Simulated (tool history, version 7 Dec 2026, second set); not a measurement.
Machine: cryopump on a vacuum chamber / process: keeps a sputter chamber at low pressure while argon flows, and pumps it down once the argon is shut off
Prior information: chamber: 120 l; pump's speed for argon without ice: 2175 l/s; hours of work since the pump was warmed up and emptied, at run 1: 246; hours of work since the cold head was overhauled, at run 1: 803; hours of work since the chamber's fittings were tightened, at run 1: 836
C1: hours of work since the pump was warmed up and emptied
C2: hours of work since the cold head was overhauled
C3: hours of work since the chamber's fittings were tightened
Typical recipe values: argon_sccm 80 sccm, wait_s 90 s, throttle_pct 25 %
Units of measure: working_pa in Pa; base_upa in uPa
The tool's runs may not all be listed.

run 1 hour=0.0 | argon_sccm=80 wait_s=90 throttle_pct=25 | C1=246 C2=803 C3=836 | working_pa=0.2548 base_upa=0.76
run 2 hour=32.1 | argon_sccm=80 wait_s=90 throttle_pct=25 | C1=268 C2=825 C3=859 | working_pa=0.2548 base_upa=0.81
run 3 hour=61.6 | argon_sccm=80 wait_s=90 throttle_pct=25 | C1=289 C2=846 C3=879 | working_pa=0.2566 base_upa=0.82
run 4 hour=82.6 | argon_sccm=80 wait_s=90 throttle_pct=25 | C1=304 C2=861 C3=894 | working_pa=0.2548 base_upa=0.79
run 5 hour=112.5 | argon_sccm=80 wait_s=152 throttle_pct=25 | C1=325 C2=882 C3=915 | working_pa=0.2558 base_upa=0.75
run 6 hour=147.5 | argon_sccm=80 wait_s=152 throttle_pct=25 | C1=349 C2=906 C3=940 | working_pa=0.2566 base_upa=0.76
run 7 hour=186.8 | argon_sccm=80 wait_s=152 throttle_pct=25 | C1=377 C2=934 C3=967 | working_pa=0.2571 base_upa=0.74
run 8 hour=215.0 | argon_sccm=53 wait_s=90 throttle_pct=25 | C1=397 C2=954 C3=987 | working_pa=0.1715 base_upa=0.90
run 9 hour=245.0 | argon_sccm=53 wait_s=90 throttle_pct=21 | C1=418 C2=975 C3=1008 | working_pa=0.2030 base_upa=0.93
run 10 hour=282.1 | argon_sccm=32 wait_s=42 throttle_pct=28 | C1=444 C2=1001 C3=1034 | working_pa=0.0932 base_upa=1.17

The next listed run, before its measurement:
run 11 hour=318.1 | argon_sccm=32 wait_s=42 throttle_pct=28 | C1=469 C2=1026 C3=1060 | working_pa=? base_upa=?

working_pa: 0.0927 Pa
base_upa: 1.23 uPa
The same run, on a tool lacking any hidden state, would have yielded working_pa 0.0884 Pa, base_upa 0.68 uPa.
